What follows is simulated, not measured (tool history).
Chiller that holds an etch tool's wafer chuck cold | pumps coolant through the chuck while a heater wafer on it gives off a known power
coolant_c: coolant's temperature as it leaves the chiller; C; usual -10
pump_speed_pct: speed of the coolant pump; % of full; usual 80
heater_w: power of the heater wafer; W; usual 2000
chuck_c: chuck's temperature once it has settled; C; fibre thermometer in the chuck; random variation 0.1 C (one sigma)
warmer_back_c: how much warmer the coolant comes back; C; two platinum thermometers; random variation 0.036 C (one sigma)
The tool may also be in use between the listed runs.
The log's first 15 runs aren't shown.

run    hour  coolant_c  pump_speed_pct  heater_w  hours since the coolant was changed and the channels were flushed  hours since the pump was overhauled  hours since the chiller's thermometer was calibrated  chuck_c  warmer_back_c
 16   895.3        -10              80      2000                                                               2168                                 3397                                                    65     10.6           7.09
 17   945.8        -10              80      2000                                                               2219                                 3448                                                   116     10.6           7.07
 18   982.4        -10              73      2000                                                               2255                                 3484                                                   152     12.4           7.74
 19  1021.9        -11              83      1395                                                               2295                                 3524                                                   192      2.9           4.75
 20  1069.4         -7              72      2138                                                               2342                                 3571                                                   239     17.4           8.51
 21  1141.8         -1              82      1305                                                               2415                                 3644                                                   312     12.1           4.49
 22  1195.1        -16              79      1303                                                               2468                                 3697                                                   365     -2.3           4.70
 23  1266.4        -16              79      1303                                                               2539                                 3768                                                   436     -2.6           4.77
 24  1301.7        -16              79      1303                                                               2575                                 3804                                                   472     -2.3           4.71
 25  1370.9        -11              79      1303                                                               2644                                 3873                                                   541      2.6           4.70
 26  1436.0        -10              80      2818                                                               2709                                 3938                                                   606     19.2          10.03
 27  1469.5        -18              80      2000                                                               2742                                 3972                                                   639      2.8           7.14
 28  1503.8        -18              80      2000                                                               2777                                 4006                                                   674      2.8           7.12
 29  1555.5        -18              80      2000                                                               2828                                 4058                                                   725      2.8           7.16
 30  1609.3        -18              80      2000                                                               2882                                 4111                                                   779      2.9           7.14
 31  1681.3        -18              80      2000                                                               2954                                 4183                                                   851      2.9           7.14
 32  1727.8        -14              67      1864                                                               3001                                 4230                                                   898      8.8           8.04
 33  1809.4        -14              67      1864                                                               3082                                 4311                                                   979      8.9           8.06

Forecast each of these 3 alternatives for the next run:
  A  1888.7        -10              80      1400                                                               3162                                 4391                                                  1059        ?              ?
  B  1888.7        -15              76      2000                                                               3162                                 4391                                                  1059        ?              ?
  C  1888.7        -19              67      1864                                                               3162                                 4391                                                  1059        ?              ?

run  chuck_c  warmer_back_c
  A      4.5           4.99
  B      6.7           7.57
  C      4.0           7.94
Without the tool's hidden state the same runs would have given:
run  chuck_c  warmer_back_c
  A      3.6           4.73
  B      5.3           7.17
  C      2.4           7.52
